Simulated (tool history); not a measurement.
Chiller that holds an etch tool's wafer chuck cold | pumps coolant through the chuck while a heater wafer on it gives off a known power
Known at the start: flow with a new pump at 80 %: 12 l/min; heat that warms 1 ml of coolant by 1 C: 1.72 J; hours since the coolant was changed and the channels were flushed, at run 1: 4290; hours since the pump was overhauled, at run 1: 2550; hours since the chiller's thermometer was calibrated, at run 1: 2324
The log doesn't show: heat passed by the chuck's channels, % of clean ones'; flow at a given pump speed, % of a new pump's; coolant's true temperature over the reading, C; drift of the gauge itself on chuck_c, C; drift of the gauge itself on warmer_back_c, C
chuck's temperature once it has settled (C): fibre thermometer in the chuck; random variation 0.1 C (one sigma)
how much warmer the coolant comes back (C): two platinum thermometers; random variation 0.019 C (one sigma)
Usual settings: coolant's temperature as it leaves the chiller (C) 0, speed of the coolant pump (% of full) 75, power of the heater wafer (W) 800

run,hour,coolant's temperature as it leaves the chiller (C),speed of the coolant pump (% of full),power of the heater wafer (W),hours since the coolant was changed and the channels were flushed,hours since the pump was overhauled,hours since the chiller's thermometer was calibrated,chuck's temperature once it has settled (C),how much warmer the coolant comes back (C)
1,0.0,0,75,800,4290,2550,2324,5.8,2.53
2,41.4,-3,75,800,4331,2592,2365,2.7,2.49
3,78.2,0,75,800,4368,2628,2402,6.0,2.51
4,123.3,0,75,800,4413,2673,2447,5.8,2.54
5,161.5,0,75,800,4452,2712,2486,5.7,2.54
6,210.8,0,75,800,4501,2761,2535,5.7,2.52
7,264.6,0,75,800,4555,2815,2589,5.5,2.52
8,301.9,0,75,800,4592,2852,2626,5.7,2.57
9,362.3,0,75,800,4652,2912,2686,5.7,2.54
10,410.9,0,75,800,4701,2961,2735,5.8,2.59
11,472.7,0,75,488,4763,3023,2797,3.6,1.59
12,505.8,0,75,488,4796,3056,2830,3.5,1.57
13,535.5,0,75,488,4825,3086,2860,3.5,1.61
14,569.9,0,75,488,4860,3120,2894,3.5,1.60
15,624.3,0,75,488,4914,3174,2948,3.5,1.60
16,664.6,0,75,488,4955,3215,2989,3.6,1.64
17,698.4,-10,61,800,4988,3249,3022,-3.3,3.22
18,725.1,-10,61,800,5015,3275,3049,-3.3,3.22
19,784.4,-4,65,883,5074,3335,3108,3.0,3.33
20,836.3,-7,96,647,5126,3386,3160,-3.2,1.65
21,891.4,-7,96,647,5181,3442,3215,-3.0,1.65
22,933.7,3,71,615,5224,3484,3258,7.7,2.20
23,995.3,0,81,1084,5285,3545,3319,7.5,3.25
24,1036.5,5,75,500,5327,3587,3361,8.6,1.71
25,1076.5,0,75,1107,5367,3627,3401,8.0,3.59
26,1127.8,9,75,1107,5418,3678,3452,16.9,3.59
27,1173.4,-5,70,891,5463,3724,3497,1.7,3.17
28,1226.0,0,69,1149,5516,3776,3550,8.8,4.08
29,1280.2,0,75,604,5570,3830,3604,4.4,2.04
30,1317.6,-5,75,458,5608,3868,3642,-1.7,1.61
31,1378.7,-5,75,458,5669,3929,3703,-1.8,1.63

Measured less the same run without the tool's hidden state. The same run-to-run variation is in both; the gauge's scatter may not be:
run,how much warmer the coolant comes back (C)
1,+0.00
2,+0.00
3,+0.01
4,+0.02
5,+0.03
6,+0.03
7,+0.04
8,+0.05
9,+0.05
10,+0.06
11,+0.07
12,+0.07
13,+0.08
14,+0.08
15,+0.09
16,+0.10
17,+0.10
18,+0.10
19,+0.11
20,+0.11
21,+0.13
22,+0.13
23,+0.14
24,+0.14
25,+0.15
26,+0.16
27,+0.16
28,+0.17
29,+0.18
30,+0.18
31,+0.19
chuck's temperature once it has settled (C): within 0.1 of the measured result in every run.
